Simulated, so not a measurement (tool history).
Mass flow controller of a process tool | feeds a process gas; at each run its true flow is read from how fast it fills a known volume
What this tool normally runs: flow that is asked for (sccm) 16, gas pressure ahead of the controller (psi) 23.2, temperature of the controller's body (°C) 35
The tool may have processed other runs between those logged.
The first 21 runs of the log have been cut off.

| run | day | flow that is asked for (sccm) | gas pressure ahead of the controller (psi) | temperature of the controller's body (°C) | true flow (%) |
|---|---|---|---|---|---|
|  | 281.942 | controller's zero set anew |
| 22 | 293.721 | 7 | 24.9 | 35 | 96.51 |
| 23 | 308.467 | 3 | 32.3 | 25 | 91.87 |
| 24 | 318.517 | 10 | 22.5 | 35 | 97.65 |
| 25 | 333.217 | 10 | 22.5 | 35 | 97.52 |
|  | 336.204 | controller's zero set anew, once more |
| 26 | 347.246 | 10 | 38 | 26 | 98.35 |
| 27 | 359.421 | 16 | 23.2 | 22 | 99.42 |
| 28 | 367.558 | 10 | 38.3 | 24 | 98.16 |
| 29 | 380.462 | 10 | 38.3 | 24 | 98.13 |
| 30 | 388.321 | 10 | 38.3 | 24 | 97.99 |
| 31 | 405.296 | 4 | 34.4 | 25 | 97.22 |
| 32 | 415.604 | 4 | 34.4 | 25 | 97.07 |
| 33 | 428.167 | 16 | 31.2 | 35 | 99.35 |
| 34 | 439.529 | 3 | 21.2 | 21 | 96.95 |
| 35 | 456.021 | 16 | 25.5 | 30 | 99.34 |
| 36 | 474.142 | 2 | 34.1 | 36 | 95.68 |
| 37 | 482.121 | 16 | 22 | 29 | 99.42 |
| 38 | 495.2 | 16 | 22 | 29 | 99.29 |

Each row is a separate what-if for the run after 38, all from the same tool condition, not one after another. Results?
| A | 510.425 | 16 | 23.4 | 29 | ? |
| B | 510.425 | 5 | 24.7 | 22 | ? |
| C | 510.425 | 2 | 32.3 | 20 | ? |
| D | 510.425 | 3 | 23.1 | 29 | ? |

| run | true flow (%) |
|---|---|
| A | 99.25 |
| B | 96.9 |
| C | 94.38 |
| D | 96.45 |
Had the tool no hidden state, the same runs would have come out as:
| run | true flow (%) |
|---|---|
| A | 100.02 |
| B | 98.54 |
| C | 97.92 |
| D | 98.94 |
